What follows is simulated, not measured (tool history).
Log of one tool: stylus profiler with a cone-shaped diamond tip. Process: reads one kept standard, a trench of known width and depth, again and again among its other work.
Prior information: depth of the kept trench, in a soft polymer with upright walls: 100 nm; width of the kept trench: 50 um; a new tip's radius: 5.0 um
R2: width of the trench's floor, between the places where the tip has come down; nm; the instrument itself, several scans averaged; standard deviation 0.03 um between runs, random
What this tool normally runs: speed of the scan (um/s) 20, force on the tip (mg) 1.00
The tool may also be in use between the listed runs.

run 1 day=0.000 | speed_of_the_scan_(um/s)=20 force_on_the_tip_(mg)=1.00 | depth_of_the_trench_(nm)=100.65 R2=47720
run 2 day=1.388 | speed_of_the_scan_(um/s)=6 force_on_the_tip_(mg)=1.00 | depth_of_the_trench_(nm)=100.59 R2=47870
run 3 day=3.825 | speed_of_the_scan_(um/s)=6 force_on_the_tip_(mg)=1.00 | depth_of_the_trench_(nm)=100.58 R2=47890
run 4 day=4.954 | speed_of_the_scan_(um/s)=6 force_on_the_tip_(mg)=1.00 | depth_of_the_trench_(nm)=100.60 R2=47810
run 5 day=6.221 | speed_of_the_scan_(um/s)=20 force_on_the_tip_(mg)=1.00 | depth_of_the_trench_(nm)=100.49 R2=47690
run 6 day=7.383 | speed_of_the_scan_(um/s)=20 force_on_the_tip_(mg)=1.00 | depth_of_the_trench_(nm)=100.55 R2=47700
run 7 day=8.996 | speed_of_the_scan_(um/s)=20 force_on_the_tip_(mg)=1.82 | depth_of_the_trench_(nm)=100.94 R2=47760
run 8 day=10.029 | speed_of_the_scan_(um/s)=20 force_on_the_tip_(mg)=1.82 | depth_of_the_trench_(nm)=100.84 R2=47780
run 9 day=11.567 | speed_of_the_scan_(um/s)=20 force_on_the_tip_(mg)=1.00 | depth_of_the_trench_(nm)=100.56 R2=47660
run 10 day=13.875 | speed_of_the_scan_(um/s)=39 force_on_the_tip_(mg)=1.00 | depth_of_the_trench_(nm)=100.61 R2=47520
run 11 day=16.408 | speed_of_the_scan_(um/s)=20 force_on_the_tip_(mg)=0.37 | depth_of_the_trench_(nm)=100.21 R2=47500
run 12 day=18.838 | speed_of_the_scan_(um/s)=20 force_on_the_tip_(mg)=0.37 | depth_of_the_trench_(nm)=100.11 R2=47500
run 13 day=20.429 | speed_of_the_scan_(um/s)=20 force_on_the_tip_(mg)=1.00 | depth_of_the_trench_(nm)=100.57 R2=47580
run 14 day=22.146 | speed_of_the_scan_(um/s)=20 force_on_the_tip_(mg)=1.00 | depth_of_the_trench_(nm)=100.54 R2=47620
run 15 day=23.350 | speed_of_the_scan_(um/s)=20 force_on_the_tip_(mg)=1.00 | depth_of_the_trench_(nm)=100.51 R2=47630
run 16 day=24.404 | speed_of_the_scan_(um/s)=20 force_on_the_tip_(mg)=1.00 | depth_of_the_trench_(nm)=100.47 R2=47660
run 17 day=26.062 | speed_of_the_scan_(um/s)=20 force_on_the_tip_(mg)=1.00 | depth_of_the_trench_(nm)=100.45 R2=47690
run 18 day=28.388 | speed_of_the_scan_(um/s)=6 force_on_the_tip_(mg)=0.44 | depth_of_the_trench_(nm)=100.16 R2=47660
run 19 day=29.921 | speed_of_the_scan_(um/s)=17 force_on_the_tip_(mg)=1.10 | depth_of_the_trench_(nm)=100.39 R2=47600
run 20 day=31.954 | speed_of_the_scan_(um/s)=63 force_on_the_tip_(mg)=0.55 | depth_of_the_trench_(nm)=100.15 R2=46940
run 21 day=33.033 | speed_of_the_scan_(um/s)=15 force_on_the_tip_(mg)=0.80 | depth_of_the_trench_(nm)=100.32 R2=47630
run 22 day=34.417 | speed_of_the_scan_(um/s)=19 force_on_the_tip_(mg)=0.35 | depth_of_the_trench_(nm)=99.99 R2=47450
run 23 day=35.667 | speed_of_the_scan_(um/s)=9 force_on_the_tip_(mg)=0.52 | depth_of_the_trench_(nm)=100.10 R2=47660
run 24 day=38.104 | speed_of_the_scan_(um/s)=9 force_on_the_tip_(mg)=0.52 | depth_of_the_trench_(nm)=100.15 R2=47590
run 25 day=39.129 | speed_of_the_scan_(um/s)=20 force_on_the_tip_(mg)=2.46 | depth_of_the_trench_(nm)=101.12 R2=47650
run 26 day=41.200 | speed_of_the_scan_(um/s)=11 force_on_the_tip_(mg)=1.01 | depth_of_the_trench_(nm)=100.44 R2=47670
run 27 day=42.762 | speed_of_the_scan_(um/s)=11 force_on_the_tip_(mg)=1.01 | depth_of_the_trench_(nm)=100.46 R2=47620
run 28 day=43.908 | speed_of_the_scan_(um/s)=36 force_on_the_tip_(mg)=2.22 | depth_of_the_trench_(nm)=100.91 R2=47480
run 29 day=45.771 | speed_of_the_scan_(um/s)=37 force_on_the_tip_(mg)=1.00 | depth_of_the_trench_(nm)=100.31 R2=47420
run 30 day=47.688 | speed_of_the_scan_(um/s)=33 force_on_the_tip_(mg)=1.51 | depth_of_the_trench_(nm)=100.60 R2=47490
run 31 day=49.208 | speed_of_the_scan_(um/s)=33 force_on_the_tip_(mg)=1.51 | depth_of_the_trench_(nm)=100.55 R2=47490
run 32 day=51.700 | speed_of_the_scan_(um/s)=17 force_on_the_tip_(mg)=1.78 | depth_of_the_trench_(nm)=100.76 R2=47590
run 33 day=52.733 | speed_of_the_scan_(um/s)=14 force_on_the_tip_(mg)=1.00 | depth_of_the_trench_(nm)=100.31 R2=47530

How would selected steps in depth of the trench (nm) from run to run divide? Give the signed amount a tool lacking its hidden state would still show from settings, what came in and random variation, and the signed amount left for the hidden state, including any gauge scatter that is not in both of the compared results.
The hidden state here: radius of the tip, um; height scale over the true one, %; drift of the gauge itself on depth_nm, %; drift of the gauge itself on floor_um, %.
Run 9 -> 10: speed of the scan (um/s) 20 -> 39. depth of the trench (nm) +0.05: hidden state -0.02, all else +0.07.
Run 12 -> 13: force on the tip (mg) 0.37 -> 1.00. depth of the trench (nm) +0.46: hidden state -0.02, all else +0.48.
Run 19 -> 20: speed of the scan (um/s) 17 -> 63, force on the tip (mg) 1.10 -> 0.55. depth of the trench (nm) -0.24: hidden state -0.02, all else -0.22.
Run 24 -> 25: speed of the scan (um/s) 9 -> 20, force on the tip (mg) 0.52 -> 2.46. depth of the trench (nm) +0.97: hidden state -0.01, all else +0.98.
Run 25 -> 26: speed of the scan (um/s) 20 -> 11, force on the tip (mg) 2.46 -> 1.01. depth of the trench (nm) -0.68: hidden state -0.02, all else -0.66.
Run 28 -> 29: speed of the scan (um/s) 36 -> 37, force on the tip (mg) 2.22 -> 1.00. depth of the trench (nm) -0.60: hidden state -0.01, all else -0.59.
